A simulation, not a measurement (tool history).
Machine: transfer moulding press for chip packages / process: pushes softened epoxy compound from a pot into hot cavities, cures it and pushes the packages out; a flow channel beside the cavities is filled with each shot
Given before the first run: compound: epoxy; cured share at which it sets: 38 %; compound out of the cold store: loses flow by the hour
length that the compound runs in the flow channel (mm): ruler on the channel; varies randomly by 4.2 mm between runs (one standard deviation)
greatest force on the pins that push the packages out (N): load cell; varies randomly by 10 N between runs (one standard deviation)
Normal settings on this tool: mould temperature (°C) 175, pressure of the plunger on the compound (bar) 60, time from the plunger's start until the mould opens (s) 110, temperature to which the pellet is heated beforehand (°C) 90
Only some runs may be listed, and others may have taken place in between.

run	hour	mould temperature (°C)	pressure of the plunger on the compound (bar)	time from the plunger's start until the mould opens (s)	temperature to which the pellet is heated beforehand (°C)	incoming compound's hours out of the cold store	length that the compound runs in the flow channel (mm)	greatest force on the pins that push the packages out (N)
1	0	175	60	110	90	8.2	1036	525
2	7.1	175	60	110	90	15.8	998	490
3	14.6	175	60	110	90	10.5	1022	512
4	20.7	175	60	110	90	41	905	497
5	28	175	60	110	90	34	931	481
6	37.6	175	60	110	90	19	992	505
7	46.4	175	60	110	90	20.9	976	509
8	54.7	175	60	110	90	10.6	1024	512
9	64.8	175	46.5	110	90	46.2	785	497
10	70.7	175	54.2	110	90	8.3	980	511
11	76.3	175	54.2	110	90	37.8	864	484
# hour 80.2: cavities cleaned with cleaning compound and waxed
12	83.1	175	54.2	110	90	21.1	928	507
13	87.3	175	54.2	110	90	36.1	866	489
14	94.1	175	54.2	110	90	40.7	855	481
15	99.4	172	60	120	90	11.8	1028	533
16	107.3	170	60	139	90	39.7	931	483
17	112	175	60	110	99	47.5	868	474
18	116.8	180	71.2	100	84	18.4	1055	447
19	124.3	181	45.4	100	84	15.1	848	453
20	131.4	180	45.4	91	92	32.7	786	501
21	139.3	180	45.4	91	92	14.2	852	502
22	148.3	180	45.4	139	84	23.1	824	415
23	152.9	175	63.6	129	86	34.2	943	445
24	161.1	175	63.6	129	86	45.1	903	433
25	170.5	175	55.4	134	86	30.3	898	435
26	179.2	182	55	97	90	21.7	901	463
27	185.2	175	68.1	123	90	24.7	1027	459
28	190.8	175	68.1	123	90	32.6	993	459

Each row is a separate what-if for the run after 28, all from the same tool condition, not one after another. Results?
# hour 196.2: cavities cleaned with cleaning compound and waxed
A	199	168	68.1	140	89	17.3	?	?
# hour 196.2: cavities cleaned with cleaning compound and waxed
B	199	175	60	132	99	20.5	?	?
# hour 196.2: cavities cleaned with cleaning compound and waxed
C	199	175	60	93	90	26.8	?	?

run	length that the compound runs in the flow channel (mm)	greatest force on the pins that push the packages out (N)
A	1101	522
B	980	441
C	955	620
Stripped of hidden state, with their random variation kept, the same runs would have yielded:
run	length that the compound runs in the flow channel (mm)	greatest force on the pins that push the packages out (N)
A	1101	521
B	980	441
C	956	620
